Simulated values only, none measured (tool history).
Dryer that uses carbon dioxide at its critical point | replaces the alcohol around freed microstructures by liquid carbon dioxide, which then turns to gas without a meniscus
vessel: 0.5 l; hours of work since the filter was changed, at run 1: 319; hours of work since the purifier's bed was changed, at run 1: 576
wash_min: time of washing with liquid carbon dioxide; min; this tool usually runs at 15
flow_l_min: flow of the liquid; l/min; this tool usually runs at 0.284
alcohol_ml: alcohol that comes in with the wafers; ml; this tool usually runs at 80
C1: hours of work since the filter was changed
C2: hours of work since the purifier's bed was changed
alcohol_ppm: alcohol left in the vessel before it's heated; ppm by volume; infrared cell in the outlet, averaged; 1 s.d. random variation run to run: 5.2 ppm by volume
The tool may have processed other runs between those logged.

Run 1, hour 0: usual settings; C1 319; C2 576. Result: alcohol_ppm 285 ppm by volume.
Run 2, hour 64.4: usual settings; C1 357; C2 614. Result: alcohol_ppm 307 ppm by volume.
At hour 123.7: inlet filter changed.
Run 3, hour 123.7: usual settings; C1 0; C2 648. Result: alcohol_ppm 191 ppm by volume.
Run 4, hour 158.9: usual settings; C1 21; C2 669. Result: alcohol_ppm 202 ppm by volume.
At hour 197.1: purifier's bed changed.
Run 5, hour 216.6: usual settings; C1 52; C2 11. Result: alcohol_ppm 118 ppm by volume.
Run 6, hour 256.2: usual settings; C1 76; C2 34. Result: alcohol_ppm 120 ppm by volume.
Run 7, hour 295.8: usual settings but alcohol_ml 75 ml; C1 99; C2 58. Result: alcohol_ppm 139 ppm by volume.
Run 8, hour 358.3: usual settings but wash_min 11 min, alcohol_ml 25 ml; C1 135; C2 94. Result: alcohol_ppm 294 ppm by volume.
Run 9, hour 407.6: usual settings but wash_min 11 min, flow_l_min 0.218 l/min, alcohol_ml 43 ml; C1 164; C2 123. Result: alcohol_ppm 1600 ppm by volume.
Run 10, hour 452: usual settings but wash_min 11 min, flow_l_min 0.193 l/min, alcohol_ml 25 ml; C1 190; C2 149. Result: alcohol_ppm 1427 ppm by volume.
Run 11, hour 517.5: usual settings but wash_min 12 min; C1 228; C2 187. Result: alcohol_ppm 692 ppm by volume.
Run 12, hour 582.2: usual settings but wash_min 19 min, flow_l_min 0.421 l/min, alcohol_ml 63 ml; C1 266; C2 225. Result: alcohol_ppm 46 ppm by volume.
Run 13, hour 638.7: usual settings but wash_min 20 min, flow_l_min 0.361 l/min; C1 299; C2 258. Result: alcohol_ppm 54 ppm by volume.

Predict each of these 3 candidate next runs independently; none follows another, all start after run 13:
Run A, hour 672.4: usual settings but wash_min 13 min, flow_l_min 0.375 l/min, alcohol_ml 97 ml; C1 318; C2 277. Result: alcohol_ppm ?.
Run B, hour 672.4: usual settings but wash_min 24 min, flow_l_min 0.206 l/min; C1 318; C2 277. Result: alcohol_ppm ?.
Run C, hour 672.4: usual settings but flow_l_min 0.216 l/min; C1 318; C2 277. Result: alcohol_ppm ?.

run  alcohol_ppm
  A          163
  B          113
  C         1030
Stripped of hidden state, with their random variation kept, the same runs would have yielded:
run  alcohol_ppm
  A           47
  B           24
  C          482

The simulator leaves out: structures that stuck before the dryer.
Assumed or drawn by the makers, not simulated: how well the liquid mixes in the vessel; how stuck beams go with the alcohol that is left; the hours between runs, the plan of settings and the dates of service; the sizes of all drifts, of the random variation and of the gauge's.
